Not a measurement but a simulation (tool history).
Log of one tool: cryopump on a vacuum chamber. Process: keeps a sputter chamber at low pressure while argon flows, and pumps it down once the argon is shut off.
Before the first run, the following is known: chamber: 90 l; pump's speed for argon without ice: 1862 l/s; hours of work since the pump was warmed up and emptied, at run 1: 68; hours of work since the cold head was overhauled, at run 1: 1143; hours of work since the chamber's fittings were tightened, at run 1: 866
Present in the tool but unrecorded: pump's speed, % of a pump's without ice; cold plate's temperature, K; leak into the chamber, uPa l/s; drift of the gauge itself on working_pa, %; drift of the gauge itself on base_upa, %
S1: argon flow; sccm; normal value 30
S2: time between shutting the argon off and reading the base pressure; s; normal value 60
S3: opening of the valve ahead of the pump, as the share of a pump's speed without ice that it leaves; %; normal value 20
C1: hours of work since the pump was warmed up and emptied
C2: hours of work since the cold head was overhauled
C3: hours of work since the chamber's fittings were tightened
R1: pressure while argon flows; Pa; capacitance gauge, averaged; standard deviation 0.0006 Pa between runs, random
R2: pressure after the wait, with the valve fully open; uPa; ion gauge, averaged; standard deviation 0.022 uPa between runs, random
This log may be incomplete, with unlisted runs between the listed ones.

| run | day | S1 | S2 | S3 | C1 | C2 | C3 | R1 | R2 |
|---|---|---|---|---|---|---|---|---|---|
| 1 | 0 | 30 | 60 | 20 | 68 | 1143 | 866 | 0.1377 | 1.71 |
| 2 | 2.804 | 30 | 60 | 20 | 117 | 1192 | 916 | 0.1367 | 1.85 |
| 3 | 4.612 | 30 | 60 | 20 | 149 | 1224 | 948 | 0.1365 | 1.88 |
| 4 | 7.854 | 30 | 60 | 29 | 206 | 1281 | 1005 | 0.0962 | 1.9 |
| 5 | 11.062 | 30 | 60 | 29 | 263 | 1338 | 1061 | 0.0956 | 2.05 |
| 6 | 14.004 | 30 | 60 | 29 | 315 | 1390 | 1113 | 0.097 | 2.06 |
| 7 | 16.829 | 30 | 26 | 20 | 364 | 1439 | 1163 | 0.1381 | 2.84 |
| 8 | 20.388 | 30 | 26 | 20 | 427 | 1502 | 1226 | 0.1399 | 2.99 |
| 9 | 23.275 | 38 | 60 | 20 | 478 | 1553 | 1276 | 0.1795 | 2.39 |
| 10 | 26.408 | 30 | 60 | 20 | 533 | 1608 | 1332 | 0.1426 | 2.54 |
| 11 | 29.729 | 30 | 60 | 20 | 592 | 1667 | 1390 | 0.1423 | 2.61 |
| 12 | 33.129 | 12 | 60 | 20 | 652 | 1727 | 1450 | 0.0567 | 2.92 |
| 13 | 36.4 | 12 | 60 | 20 | 709 | 1784 | 1508 | 0.0573 | 2.91 |
|  | 38.621 | leaking fittings of the chamber tightened, without venting |
| 14 | 39.883 | 30 | 60 | 52 | 769 | 1844 | 22 | 0.0594 | 0.8 |
| 15 | 42.808 | 30 | 60 | 20 | 821 | 1896 | 74 | 0.1432 | 0.86 |
| 16 | 44.588 | 30 | 34 | 20 | 852 | 1927 | 105 | 0.1434 | 1.33 |
| 17 | 47.175 | 42 | 60 | 20 | 898 | 1973 | 151 | 0.2029 | 1.03 |
| 18 | 48.762 | 31 | 85 | 28 | 926 | 2001 | 179 | 0.1104 | 0.87 |
| 19 | 51.604 | 30 | 39 | 20 | 976 | 2051 | 229 | 0.1456 | 1.37 |
|  | 54.133 | pump warmed up, emptied and cooled again |
| 20 | 54.217 | 30 | 39 | 20 | 1 | 2093 | 271 | 0.1373 | 1.27 |
| 21 | 55.767 | 50 | 60 | 20 | 29 | 2120 | 298 | 0.2279 | 1.07 |
| 22 | 58.375 | 15 | 50 | 20 | 75 | 2166 | 344 | 0.0684 | 1.18 |
| 23 | 60.033 | 30 | 129 | 20 | 104 | 2196 | 374 | 0.1377 | 0.92 |
| 24 | 62.462 | 34 | 129 | 20 | 147 | 2238 | 416 | 0.1562 | 0.97 |
| 25 | 64.971 | 14 | 278 | 50 | 191 | 2283 | 461 | 0.0257 | 0.87 |
| 26 | 66.938 | 13 | 152 | 42 | 226 | 2317 | 495 | 0.0285 | 1.01 |
| 27 | 69.25 | 20 | 38 | 41 | 266 | 2358 | 536 | 0.0463 | 1.68 |
| 28 | 70.758 | 20 | 38 | 41 | 293 | 2385 | 563 | 0.046 | 1.71 |
| 29 | 73.612 | 17 | 60 | 21 | 343 | 2435 | 613 | 0.0756 | 1.5 |
| 30 | 76.154 | 14 | 51 | 18 | 388 | 2480 | 658 | 0.0727 | 1.65 |
| 31 | 77.962 | 20 | 88 | 24 | 420 | 2511 | 690 | 0.0786 | 1.41 |
| 32 | 79.842 | 13 | 60 | 21 | 453 | 2545 | 723 | 0.0589 | 1.65 |
| 33 | 83.2 | 30 | 60 | 22 | 512 | 2604 | 782 | 0.1281 | 1.74 |
| 34 | 84.671 | 32 | 182 | 20 | 538 | 2630 | 808 | 0.1515 | 1.51 |

How the hidden state differs across the entries between the runs, from the last listed run before each to the first after it:
Logged between run 13 and run 14: leaking fittings of the chamber tightened, without venting (day 38.621)
  pump's speed, % of a pump's without ice: 81.5 -> 79.9; cold plate's temperature, K: 12.88 -> 12.9; leak into the chamber, uPa l/s: 3538 -> 388
  what was measured, less what the result would be without the hidden state, R1: +0.0027 -> +0.0074 Pa; R2: +2.23 -> +0.1 uPa
Logged between run 19 and run 20: pump warmed up, emptied and cooled again (day 54.133)
  pump's speed, % of a pump's without ice: 74.5 -> 99.3; cold plate's temperature, K: 12.98 -> 12.99; leak into the chamber, uPa l/s: 807 -> 902
  what was measured, less what the result would be without the hidden state, R1: +0.0101 -> +0.0008 Pa; R2: +0.43 -> +0.34 uPa
